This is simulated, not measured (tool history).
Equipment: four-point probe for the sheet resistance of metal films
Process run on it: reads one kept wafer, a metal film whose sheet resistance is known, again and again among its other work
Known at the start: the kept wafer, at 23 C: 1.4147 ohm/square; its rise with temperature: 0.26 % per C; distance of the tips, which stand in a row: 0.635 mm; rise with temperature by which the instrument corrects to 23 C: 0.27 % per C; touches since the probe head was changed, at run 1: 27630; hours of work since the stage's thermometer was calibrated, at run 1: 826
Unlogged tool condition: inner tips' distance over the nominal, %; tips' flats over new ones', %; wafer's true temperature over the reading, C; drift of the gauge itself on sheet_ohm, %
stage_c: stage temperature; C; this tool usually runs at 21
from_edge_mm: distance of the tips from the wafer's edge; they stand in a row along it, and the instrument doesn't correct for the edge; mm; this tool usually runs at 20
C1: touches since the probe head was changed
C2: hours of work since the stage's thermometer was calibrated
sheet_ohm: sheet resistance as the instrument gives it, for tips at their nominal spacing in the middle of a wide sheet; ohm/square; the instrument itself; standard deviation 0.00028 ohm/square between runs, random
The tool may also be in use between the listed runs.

Run 1, hour 0: usual settings; C1 27630; C2 826. Result: sheet_ohm 1.403416 ohm/square.
Run 2, hour 36.7: usual settings; C1 29238; C2 847. Result: sheet_ohm 1.402724 ohm/square.
Run 3, hour 65.8: usual settings; C1 30510; C2 864. Result: sheet_ohm 1.403298 ohm/square.
Run 4, hour 96.5: usual settings; C1 31855; C2 881. Result: sheet_ohm 1.402733 ohm/square.
Run 5, hour 125.6: usual settings; C1 33129; C2 898. Result: sheet_ohm 1.402869 ohm/square.
Run 6, hour 155.8: usual settings but stage_c 31 C; C1 34451; C2 915. Result: sheet_ohm 1.402111 ohm/square.
Run 7, hour 178.1: usual settings but stage_c 31 C; C1 35428; C2 927. Result: sheet_ohm 1.401459 ohm/square.
Run 8, hour 200.2: usual settings but stage_c 24 C; C1 36395; C2 940. Result: sheet_ohm 1.401903 ohm/square.
Run 9, hour 233.8: usual settings; C1 37866; C2 959. Result: sheet_ohm 1.402768 ohm/square.
Run 10, hour 265: usual settings; C1 39232; C2 977. Result: sheet_ohm 1.402539 ohm/square.
Run 11, hour 287: usual settings; C1 40195; C2 989. Result: sheet_ohm 1.402064 ohm/square.
Run 12, hour 323: usual settings; C1 41770; C2 1010. Result: sheet_ohm 1.401991 ohm/square.
Run 13, hour 360.4: usual settings; C1 43408; C2 1031. Result: sheet_ohm 1.401745 ohm/square.
Run 14, hour 397.5: usual settings; C1 45035; C2 1052. Result: sheet_ohm 1.401819 ohm/square.
Run 15, hour 421.1: usual settings; C1 46066; C2 1066. Result: sheet_ohm 1.401971 ohm/square.
Run 16, hour 445: usual settings; C1 47111; C2 1079. Result: sheet_ohm 1.401689 ohm/square.
Run 17, hour 467.4: usual settings; C1 48092; C2 1092. Result: sheet_ohm 1.401503 ohm/square.
Run 18, hour 490.3: usual settings; C1 49095; C2 1105. Result: sheet_ohm 1.401742 ohm/square.
At hour 492.4: stage's thermometer calibrated.
Run 19, hour 526.4: usual settings; C1 50654; C2 19. Result: sheet_ohm 1.401078 ohm/square.
Run 20, hour 553.7: usual settings; C1 51851; C2 35. Result: sheet_ohm 1.401769 ohm/square.
Run 21, hour 584.1: usual settings; C1 53182; C2 52. Result: sheet_ohm 1.401334 ohm/square.
Run 22, hour 608.8: usual settings; C1 54262; C2 66. Result: sheet_ohm 1.400204 ohm/square.
Run 23, hour 642.6: usual settings but stage_c 29 C; C1 55741; C2 85. Result: sheet_ohm 1.399853 ohm/square.
Run 24, hour 659.2: usual settings but stage_c 31 C, from_edge_mm 74 mm; C1 56470; C2 95. Result: sheet_ohm 1.399366 ohm/square.
At hour 676.5: stage's thermometer calibrated, once more.
Run 25, hour 677.5: usual settings but stage_c 31 C, from_edge_mm 74 mm; C1 57247; C2 1. Result: sheet_ohm 1.40048 ohm/square.
Run 26, hour 706.5: usual settings but stage_c 31 C, from_edge_mm 74 mm; C1 58520; C2 17. Result: sheet_ohm 1.400138 ohm/square.
Run 27, hour 728.5: usual settings but stage_c 19 C, from_edge_mm 60 mm; C1 59480; C2 30. Result: sheet_ohm 1.40147 ohm/square.
Run 28, hour 766.4: usual settings but stage_c 19 C, from_edge_mm 60 mm; C1 61142; C2 51. Result: sheet_ohm 1.400985 ohm/square.
Run 29, hour 799: usual settings but stage_c 35 C, from_edge_mm 46 mm; C1 62567; C2 70. Result: sheet_ohm 1.398944 ohm/square.
Run 30, hour 823.2: usual settings but stage_c 23 C, from_edge_mm 42 mm; C1 63628; C2 83. Result: sheet_ohm 1.40053 ohm/square.
Run 31, hour 849.9: usual settings but stage_c 26 C; C1 64799; C2 99. Result: sheet_ohm 1.400305 ohm/square.
Run 32, hour 866.9: usual settings but stage_c 26 C; C1 65541; C2 108. Result: sheet_ohm 1.400558 ohm/square.
Run 33, hour 891: usual settings but stage_c 20 C, from_edge_mm 6 mm; C1 66595; C2 122. Result: sheet_ohm 1.408758 ohm/square.
Run 34, hour 909: usual settings but stage_c 20 C, from_edge_mm 6 mm; C1 67383; C2 132. Result: sheet_ohm 1.408532 ohm/square.
Run 35, hour 930: usual settings but stage_c 20 C, from_edge_mm 6 mm; C1 68304; C2 144. Result: sheet_ohm 1.407945 ohm/square.
Run 36, hour 955.4: usual settings but stage_c 28 C, from_edge_mm 46 mm; C1 69416; C2 159. Result: sheet_ohm 1.399929 ohm/square.
Run 37, hour 988.3: usual settings but stage_c 28 C, from_edge_mm 46 mm; C1 70856; C2 177. Result: sheet_ohm 1.399393 ohm/square.
Run 38, hour 1006.5: usual settings but stage_c 25 C, from_edge_mm 38 mm; C1 71653; C2 188. Result: sheet_ohm 1.399807 ohm/square.
Run 39, hour 1032.6: usual settings but stage_c 34 C, from_edge_mm 4 mm; C1 72796; C2 203. Result: sheet_ohm 1.417698 ohm/square.
Run 40, hour 1070.2: usual settings but stage_c 34 C, from_edge_mm 4 mm; C1 74444; C2 224. Result: sheet_ohm 1.417293 ohm/square.
Run 41, hour 1089.9: usual settings but stage_c 20 C, from_edge_mm 27 mm; C1 75307; C2 235. Result: sheet_ohm 1.400425 ohm/square.
Run 42, hour 1125.4: usual settings but stage_c 20 C, from_edge_mm 27 mm; C1 76857; C2 255. Result: sheet_ohm 1.400173 ohm/square.
Run 43, hour 1152.4: usual settings but stage_c 20 C, from_edge_mm 27 mm; C1 78040; C2 271. Result: sheet_ohm 1.399393 ohm/square.
Run 44, hour 1175.1: usual settings but stage_c 31 C, from_edge_mm 53 mm; C1 79035; C2 284. Result: sheet_ohm 1.398492 ohm/square.
Run 45, hour 1204.5: usual settings but stage_c 31 C, from_edge_mm 53 mm; C1 80323; C2 300. Result: sheet_ohm 1.39837 ohm/square.

Some steps in sheet_ohm, run to run, broken into two amounts with sign: the step expected even without the hidden condition (settings, incoming material, random variation), and the rest, left for the hidden condition together with whatever gauge scatter is not in both the measured and the hidden-condition-free result:
Run 18 -> 19: stage's thermometer calibrated. sheet_ohm -0.000664 ohm/square: hidden state -0.000221, all else -0.000443.
Run 24 -> 25: stage's thermometer calibrated, once more. sheet_ohm +0.001114 ohm/square: hidden state +0.00096, all else +0.000154.
Run 32 -> 33: stage_c 26 -> 20, from_edge_mm 20 -> 6. sheet_ohm +0.0082 ohm/square: hidden state -0.000166, all else +0.008366.
Run 38 -> 39: stage_c 25 -> 34, from_edge_mm 38 -> 4. sheet_ohm +0.017891 ohm/square: hidden state -0.000263, all else +0.018154.
Run 40 -> 41: stage_c 34 -> 20, from_edge_mm 4 -> 27. sheet_ohm -0.016868 ohm/square: hidden state +0.000079, all else -0.016947.

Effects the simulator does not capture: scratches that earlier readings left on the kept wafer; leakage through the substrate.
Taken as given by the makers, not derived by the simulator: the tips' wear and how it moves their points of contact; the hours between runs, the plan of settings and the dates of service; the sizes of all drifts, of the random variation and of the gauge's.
